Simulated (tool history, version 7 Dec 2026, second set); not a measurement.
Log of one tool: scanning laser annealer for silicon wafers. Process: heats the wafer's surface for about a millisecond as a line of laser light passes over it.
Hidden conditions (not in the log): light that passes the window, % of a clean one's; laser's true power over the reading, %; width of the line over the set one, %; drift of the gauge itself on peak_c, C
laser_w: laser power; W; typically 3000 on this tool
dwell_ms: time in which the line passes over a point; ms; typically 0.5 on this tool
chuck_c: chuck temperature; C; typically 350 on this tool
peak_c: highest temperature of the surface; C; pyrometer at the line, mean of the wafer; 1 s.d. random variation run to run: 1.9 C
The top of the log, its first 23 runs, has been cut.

run,hour,laser_w,dwell_ms,chuck_c,hours of work since the window was cleaned,hours of work since the power meter was calibrated,hours of work since the optics were aligned,peak_c
24,270.5,3000,0.543,336,351,507,689,1153
25,278.5,2604,0.52,350,356,512,695,1043
26,288.1,2604,0.52,350,363,519,701,1040
27,301.3,2604,0.52,350,372,527,710,1038
28,309,3133,0.39,370,377,533,715,1080
29,325,3258,0.5,389,387,543,726,1240
30,333,3258,0.472,389,393,548,731,1211
31,343.3,2633,0.5,378,400,555,738,1062

Run 32 is up next; what results do you expect?
32,351,3000,0.458,350,405,560,743,?

{"run 32": {"peak_c": 1091}}
Had the tool carried no hidden state, the very same run would have given peak_c 1107 C.
